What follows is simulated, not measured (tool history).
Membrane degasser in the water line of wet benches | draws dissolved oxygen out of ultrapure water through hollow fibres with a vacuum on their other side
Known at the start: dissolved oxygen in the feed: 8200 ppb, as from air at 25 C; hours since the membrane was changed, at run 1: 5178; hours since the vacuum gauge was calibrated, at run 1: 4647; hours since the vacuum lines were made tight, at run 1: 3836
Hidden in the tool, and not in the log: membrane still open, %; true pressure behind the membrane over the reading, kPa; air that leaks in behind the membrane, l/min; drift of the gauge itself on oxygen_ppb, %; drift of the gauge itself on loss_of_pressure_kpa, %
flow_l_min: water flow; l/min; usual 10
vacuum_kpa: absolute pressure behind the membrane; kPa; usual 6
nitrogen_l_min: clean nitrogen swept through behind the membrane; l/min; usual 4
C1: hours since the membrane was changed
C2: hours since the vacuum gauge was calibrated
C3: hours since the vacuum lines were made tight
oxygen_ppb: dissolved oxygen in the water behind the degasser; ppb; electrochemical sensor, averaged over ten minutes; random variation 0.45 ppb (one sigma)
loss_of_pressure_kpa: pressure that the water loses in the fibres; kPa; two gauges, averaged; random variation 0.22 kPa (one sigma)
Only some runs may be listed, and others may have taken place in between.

Run 1, day 0: usual settings; C1 5178; C2 4647; C3 3836. Result: oxygen_ppb 38.3 ppb, loss_of_pressure_kpa 55.01 kPa.
Run 2, day 6.996: usual settings; C1 5346; C2 4815; C3 4003. Result: oxygen_ppb 38.9 ppb, loss_of_pressure_kpa 55.84 kPa.
Run 3, day 13.121: usual settings; C1 5493; C2 4962; C3 4150. Result: oxygen_ppb 40.1 ppb, loss_of_pressure_kpa 55.74 kPa.
Run 4, day 19.475: usual settings; C1 5646; C2 5115; C3 4303. Result: oxygen_ppb 39.3 ppb, loss_of_pressure_kpa 55.73 kPa.
Run 5, day 25.012: usual settings but vacuum_kpa 3.83 kPa; C1 5779; C2 5247; C3 4436. Result: oxygen_ppb 25.5 ppb, loss_of_pressure_kpa 55.79 kPa.
Run 6, day 28.988: usual settings but vacuum_kpa 3.83 kPa; C1 5874; C2 5343; C3 4531. Result: oxygen_ppb 25.6 ppb, loss_of_pressure_kpa 55.09 kPa.
Run 7, day 32.508: usual settings but vacuum_kpa 3.83 kPa; C1 5958; C2 5427; C3 4616. Result: oxygen_ppb 26.1 ppb, loss_of_pressure_kpa 55.87 kPa.
Run 8, day 36.896: usual settings; C1 6064; C2 5533; C3 4721. Result: oxygen_ppb 39.4 ppb, loss_of_pressure_kpa 55.7 kPa.
Run 9, day 39.912: usual settings but nitrogen_l_min 2.44 l/min; C1 6136; C2 5605; C3 4793. Result: oxygen_ppb 52.5 ppb, loss_of_pressure_kpa 55.76 kPa.
At day 43.329: vacuum gauge calibrated.
Run 10, day 44.629: usual settings but nitrogen_l_min 2.44 l/min; C1 6249; C2 31; C3 4906. Result: oxygen_ppb 49.4 ppb, loss_of_pressure_kpa 55.64 kPa.
Run 11, day 50.442: usual settings; C1 6388; C2 171; C3 5046. Result: oxygen_ppb 38.7 ppb, loss_of_pressure_kpa 56.14 kPa.
Run 12, day 56.329: usual settings; C1 6530; C2 312; C3 5187. Result: oxygen_ppb 39.1 ppb, loss_of_pressure_kpa 56.04 kPa.
Run 13, day 62.879: usual settings; C1 6687; C2 469; C3 5344. Result: oxygen_ppb 39 ppb, loss_of_pressure_kpa 55.88 kPa.
Run 14, day 69.188: usual settings; C1 6838; C2 621; C3 5496. Result: oxygen_ppb 39.1 ppb, loss_of_pressure_kpa 56.04 kPa.
Run 15, day 76.417: usual settings but flow_l_min 13 l/min; C1 7012; C2 794; C3 5669. Result: oxygen_ppb 74.2 ppb, loss_of_pressure_kpa 72.45 kPa.
Run 16, day 81.921: usual settings; C1 7144; C2 926; C3 5801. Result: oxygen_ppb 39.6 ppb, loss_of_pressure_kpa 56.18 kPa.
Run 17, day 85.092: usual settings; C1 7220; C2 1002; C3 5877. Result: oxygen_ppb 39.4 ppb, loss_of_pressure_kpa 56.06 kPa.
Run 18, day 89.104: usual settings; C1 7316; C2 1099; C3 5973. Result: oxygen_ppb 39.4 ppb, loss_of_pressure_kpa 56.08 kPa.
Run 19, day 95.667: usual settings; C1 7474; C2 1256; C3 6131. Result: oxygen_ppb 40.2 ppb, loss_of_pressure_kpa 56.29 kPa.
Run 20, day 100.004: usual settings but flow_l_min 7 l/min, vacuum_kpa 8.64 kPa; C1 7578; C2 1360; C3 6235. Result: oxygen_ppb 30.9 ppb, loss_of_pressure_kpa 39.77 kPa.
Run 21, day 103.812: usual settings but flow_l_min 7 l/min, vacuum_kpa 8.64 kPa; C1 7669; C2 1452; C3 6327. Result: oxygen_ppb 31.7 ppb, loss_of_pressure_kpa 38.98 kPa.
Run 22, day 107.458: usual settings but flow_l_min 15 l/min, vacuum_kpa 5.74 kPa, nitrogen_l_min 11.44 l/min; C1 7757; C2 1539; C3 6414. Result: oxygen_ppb 87.6 ppb, loss_of_pressure_kpa 84.23 kPa.
Run 23, day 114.292: usual settings but flow_l_min 15 l/min, vacuum_kpa 7.51 kPa, nitrogen_l_min 2.32 l/min; C1 7921; C2 1703; C3 6578. Result: oxygen_ppb 148.2 ppb, loss_of_pressure_kpa 84.8 kPa.
Run 24, day 118.746: usual settings but flow_l_min 15 l/min, vacuum_kpa 7.51 kPa, nitrogen_l_min 2.32 l/min; C1 8028; C2 1810; C3 6685. Result: oxygen_ppb 148.3 ppb, loss_of_pressure_kpa 84.56 kPa.
Run 25, day 121.758: usual settings but flow_l_min 8 l/min, vacuum_kpa 11.2 kPa, nitrogen_l_min 2.32 l/min; C1 8100; C2 1882; C3 6757. Result: oxygen_ppb 84.1 ppb, loss_of_pressure_kpa 45.19 kPa.
Run 26, day 127.258: usual settings but flow_l_min 8 l/min, vacuum_kpa 10.82 kPa, nitrogen_l_min 7.84 l/min; C1 8232; C2 2014; C3 6889. Result: oxygen_ppb 31.2 ppb, loss_of_pressure_kpa 45.06 kPa.
Run 27, day 132.025: usual settings but flow_l_min 8 l/min, vacuum_kpa 10.82 kPa, nitrogen_l_min 2.7 l/min; C1 8346; C2 2129; C3 7004. Result: oxygen_ppb 70.7 ppb, loss_of_pressure_kpa 45.33 kPa.
Run 28, day 135.304: usual settings but flow_l_min 8 l/min, vacuum_kpa 10.82 kPa, nitrogen_l_min 2.7 l/min; C1 8425; C2 2207; C3 7082. Result: oxygen_ppb 69.4 ppb, loss_of_pressure_kpa 44.96 kPa.
Run 29, day 142.542: usual settings but nitrogen_l_min 11.71 l/min; C1 8599; C2 2381; C3 7256. Result: oxygen_ppb 28.8 ppb, loss_of_pressure_kpa 56.79 kPa.
Run 30, day 147.296: usual settings but nitrogen_l_min 11.71 l/min; C1 8713; C2 2495; C3 7370. Result: oxygen_ppb 30 ppb, loss_of_pressure_kpa 56.42 kPa.
Run 31, day 152.079: usual settings but nitrogen_l_min 11.71 l/min; C1 8828; C2 2610; C3 7485. Result: oxygen_ppb 28.6 ppb, loss_of_pressure_kpa 56.86 kPa.
Run 32, day 159.308: usual settings but vacuum_kpa 10.55 kPa, nitrogen_l_min 2.38 l/min; C1 9001; C2 2784; C3 7658. Result: oxygen_ppb 104.7 ppb, loss_of_pressure_kpa 56.67 kPa.
Run 33, day 165.579: usual settings but vacuum_kpa 10.55 kPa, nitrogen_l_min 2.38 l/min; C1 9152; C2 2934; C3 7809. Result: oxygen_ppb 104.7 ppb, loss_of_pressure_kpa 57.02 kPa.

Hidden state at the last listed run before each entry between runs and at the first one after, where it differs:
After run 9, before run 10: vacuum gauge calibrated (day 43.329)
  true pressure behind the membrane over the reading, kPa: 0.24 -> 0; air that leaks in behind the membrane, l/min: 0.0172 -> 0.0176
  difference, measured minus the result without the unlogged condition, oxygen_ppb: +7.7 -> +5.2 ppb; loss_of_pressure_kpa: +1.94 -> +1.97 kPa

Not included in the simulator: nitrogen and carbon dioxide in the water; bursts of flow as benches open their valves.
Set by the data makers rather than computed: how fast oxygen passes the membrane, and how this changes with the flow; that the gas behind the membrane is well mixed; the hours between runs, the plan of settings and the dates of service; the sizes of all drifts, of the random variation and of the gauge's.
